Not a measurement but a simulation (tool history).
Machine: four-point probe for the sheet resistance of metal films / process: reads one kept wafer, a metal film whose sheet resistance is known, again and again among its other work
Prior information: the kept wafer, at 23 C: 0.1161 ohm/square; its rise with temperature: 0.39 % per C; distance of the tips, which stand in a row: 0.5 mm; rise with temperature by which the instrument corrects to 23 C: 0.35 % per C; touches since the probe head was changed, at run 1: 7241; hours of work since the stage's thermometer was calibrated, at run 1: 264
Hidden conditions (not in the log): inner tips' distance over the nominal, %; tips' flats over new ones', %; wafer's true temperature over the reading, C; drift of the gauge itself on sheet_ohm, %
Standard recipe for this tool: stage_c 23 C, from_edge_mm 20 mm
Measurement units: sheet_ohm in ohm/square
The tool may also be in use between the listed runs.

run	hour	stage_c	from_edge_mm	touches since the probe head was changed	hours of work since the stage's thermometer was calibrated	sheet_ohm
1	0.0	23	20	7241	264	0.115820
2	38.6	23	20	9430	289	0.115822
3	69.7	25	20	11191	309	0.115962
4	98.1	23	20	12803	327	0.115873
5	131.1	23	20	14677	348	0.115886
6	169.5	23	20	16850	372	0.115902
7	221.5	20	20	19799	406	0.115882
8	251.2	23	42	21485	424	0.116017
9	315.9	23	42	25151	466	0.116015
10	357.4	23	42	27507	492	0.116078
11	393.6	20	20	29558	515	0.116014
12	431.9	33	20	31733	540	0.116575
13	493.0	33	20	35198	579	0.116615
# hour 498.4: stage's thermometer calibrated
14	543.7	33	20	38039	29	0.116721
15	603.0	28	20	41405	67	0.116575
# hour 632.1: stage's thermometer calibrated, once more
16	653.7	28	28	44252	14	0.116380
17	709.1	28	28	47389	49	0.116456
18	760.6	23	20	50311	82	0.116261
19	822.6	23	20	53826	121	0.116312
20	875.2	23	20	56810	155	0.116358
21	917.1	23	20	59184	182	0.116408
22	946.3	20	20	60840	200	0.116303
23	1012.7	20	20	64608	242	0.116327
24	1056.5	20	20	67090	270	0.116388
25	1094.2	20	20	69226	294	0.116450
26	1159.3	32	17	72920	336	0.117013
27	1218.8	27	20	76292	374	0.116798
28	1285.3	20	20	80064	416	0.116534
29	1345.6	18	20	83480	454	0.116493
30	1389.2	23	3	85953	482	0.118457
31	1446.0	31	3	89174	518	0.118832
32	1489.7	31	40	91651	546	0.117218
33	1524.9	31	18	93648	569	0.117224
34	1568.9	30	8	96144	597	0.117447
35	1617.4	30	8	98896	628	0.117451
36	1655.9	21	5	101077	652	0.117511
37	1682.9	21	5	102606	669	0.117518
38	1725.0	24	5	104998	696	0.117667
39	1768.5	26	7	107461	724	0.117486
40	1827.6	18	25	110812	762	0.116894
41	1863.3	18	25	112837	784	0.116922
42	1894.7	31	4	114620	804	0.118399
43	1947.1	31	4	117590	838	0.118544
44	1992.5	26	42	120165	867	0.117371
45	2032.9	26	42	122454	892	0.117410

Alternative continuations, all from the tool just after run 45; predict every row:
A	2063.2	26	15	124170	912	?
B	2063.2	18	15	124170	912	?
C	2063.2	27	20	124170	912	?

run	sheet_ohm
A	0.117465
B	0.117104
C	0.117450
With the hidden condition removed and each run's random variation left untouched, the same runs would have given:
run	sheet_ohm
A	0.116296
B	0.115937
C	0.116282

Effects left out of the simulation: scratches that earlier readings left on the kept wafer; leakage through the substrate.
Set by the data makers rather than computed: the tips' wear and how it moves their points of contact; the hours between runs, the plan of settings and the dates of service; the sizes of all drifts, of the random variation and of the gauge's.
